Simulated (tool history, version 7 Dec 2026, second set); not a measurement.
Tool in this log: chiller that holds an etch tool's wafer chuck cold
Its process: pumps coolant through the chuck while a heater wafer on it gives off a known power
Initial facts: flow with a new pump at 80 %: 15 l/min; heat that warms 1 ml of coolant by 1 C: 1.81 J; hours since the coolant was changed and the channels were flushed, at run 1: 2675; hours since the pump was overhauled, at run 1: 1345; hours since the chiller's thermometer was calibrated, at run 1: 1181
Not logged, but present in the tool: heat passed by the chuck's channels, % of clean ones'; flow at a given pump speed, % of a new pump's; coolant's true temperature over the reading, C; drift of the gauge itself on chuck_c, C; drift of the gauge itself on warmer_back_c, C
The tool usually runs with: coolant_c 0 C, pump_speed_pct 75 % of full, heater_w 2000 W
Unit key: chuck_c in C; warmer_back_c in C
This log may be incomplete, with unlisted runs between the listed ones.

run,hour,coolant_c,pump_speed_pct,heater_w,hours since the coolant was changed and the channels were flushed,hours since the pump was overhauled,hours since the chiller's thermometer was calibrated,chuck_c,warmer_back_c
1,0,0,75,2000,2675,1345,1181,16.8,4.91
2,102.7,0,75,2000,2778,1447,1284,16.9,4.92
3,166.6,0,75,2000,2842,1511,1348,17,4.9
4,227.5,0,75,2582,2903,1572,1408,22.2,6.33
5,325.2,0,75,2582,3001,1670,1506,22.3,6.4
6,456.9,0,75,2582,3132,1802,1638,22.5,6.39
7,569.4,0,75,2582,3245,1914,1750,22.8,6.4
8,709.1,0,75,2000,3385,2054,1890,17.6,4.96
9,804,0,75,2000,3479,2149,1985,17.8,4.94
10,944.5,0,75,2000,3620,2289,2125,17.9,5.05
11,1065,0,75,2000,3740,2410,2246,17.9,5.01
# hour 1078.4: coolant changed, channels flushed
12,1135.5,0,75,2000,57,2474,2310,14.6,5
13,1240.5,0,95,2000,162,2579,2415,12.5,3.97
14,1352.7,0,95,2000,274,2691,2528,12.7,3.93
15,1460.1,-4,75,2000,382,2799,2635,10.8,5.05
16,1538.2,0,75,2000,460,2877,2713,15,5.11
17,1654.1,0,65,2000,576,2993,2829,16.5,5.89
18,1792.5,-8,66,1687,714,3131,2967,5.9,4.82
19,1876.8,-8,79,1687,798,3216,3052,4.2,4.11
20,1937.3,-9,84,1091,859,3276,3112,-1.7,2.5
21,2010.1,4,94,1091,932,3349,3185,11,2.24
22,2079.1,-9,81,1703,1001,3418,3254,3.1,3.96
23,2175.5,-9,75,1842,1097,3514,3350,5.1,4.76
24,2290.1,-9,96,2373,1212,3629,3465,6.9,4.73
25,2419.6,3,73,1005,1341,3758,3595,10.6,2.63
26,2524,3,73,1005,1446,3863,3699,10.7,2.67
27,2665.3,5,95,1846,1587,4004,3840,17.4,3.81
28,2781.3,5,95,1846,1703,4120,3956,17.6,3.78
29,2872.1,0,62,2064,1794,4211,4047,18.6,6.52
30,2976.3,0,85,2283,1898,4315,4151,17.1,5.23
31,3096.6,-5,97,2000,2018,4435,4272,8.7,4.03
32,3193.7,0,97,1228,2115,4532,4369,8,2.42
33,3307.7,0,97,1228,2229,4646,4483,8.2,2.47

Each row is a separate what-if for the run after 33, all from the same tool condition, not one after another. Results?
A,3442.9,0,99,1228,2365,4782,4618,?,?
B,3442.9,7,75,2000,2365,4782,4618,?,?
C,3442.9,0,99,2000,2365,4782,4618,?,?

run,chuck_c,warmer_back_c
A,8.1,2.44
B,23.4,5.31
C,13.9,3.99
The same runs, with their run-to-run variation unchanged, on a tool lacking any hidden condition would have given:
run,chuck_c,warmer_back_c
A,7.6,2.19
B,21.4,4.76
C,12.3,3.57
